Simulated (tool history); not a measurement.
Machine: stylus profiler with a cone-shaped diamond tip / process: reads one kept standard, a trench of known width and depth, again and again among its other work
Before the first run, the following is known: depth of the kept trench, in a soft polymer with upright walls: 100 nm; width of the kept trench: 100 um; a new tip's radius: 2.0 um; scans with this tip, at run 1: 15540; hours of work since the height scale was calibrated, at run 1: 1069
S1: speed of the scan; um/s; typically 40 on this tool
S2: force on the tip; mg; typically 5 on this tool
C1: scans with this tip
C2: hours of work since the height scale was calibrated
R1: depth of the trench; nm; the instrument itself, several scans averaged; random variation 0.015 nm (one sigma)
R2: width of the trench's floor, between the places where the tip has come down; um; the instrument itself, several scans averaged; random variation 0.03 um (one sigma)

run	hour	S1	S2	C1	C2	R1	R2
1	0	40	5	15540	1069	102.39	98.35
2	40.8	40	5	15925	1096	102.41	98.19
3	77.7	40	5	16273	1120	102.4	98.22
4	106.5	40	5	16545	1138	102.38	98.24
5	133.3	40	5	16798	1156	102.4	98.23
6	168	40	5	17126	1178	102.39	98.26
7	187.1	40	5	17306	1191	102.37	98.22
8	219.5	40	5	17612	1212	102.38	98.19
9	236.8	40	5	17775	1223	102.37	98.25
10	259.3	40	5	17988	1238	102.36	98.19
11	281.2	40	5	18195	1252	102.38	98.19
12	319.3	40	5	18555	1277	102.37	98.14
13	336.7	27	12.59	18719	1288	104.55	98.2
14	353.8	20	12.05	18880	1299	104.43	98.24
15	394.7	20	12.05	19266	1325	104.43	98.22
16	435.7	20	12.05	19653	1352	104.43	98.2
17	455.5	74	11.45	19840	1365	104.23	98.13
18	481.9	12	8	20089	1382	103.31	98.26
19	511.5	12	8	20369	1401	103.27	98.11
20	546.7	12	8	20702	1424	103.3	98.21
21	572	97	7.74	20941	1441	103.21	98.08
22	597.7	97	7.74	21183	1457	103.19	98
23	638.6	12	6.23	21569	1484	102.73	98.14
24	668.5	13	3.83	21851	1503	101.9	98.14

Below are 4 alternative next runs, each starting from the tool's condition after run 24. Predict each:
A	706.9	77	2.61	22214	1528	?	?
B	706.9	58	1.81	22214	1528	?	?
C	706.9	145	2.93	22214	1528	?	?
D	706.9	19	5.56	22214	1528	?	?

run	R1	R2
A	101.41	97.98
B	101.06	98.03
C	101.55	97.77
D	102.53	98.14
With no hidden state in the tool, these same runs would have given:
run	R1	R2
A	101.64	98.56
B	101.29	98.6
C	101.78	98.34
D	102.77	98.72
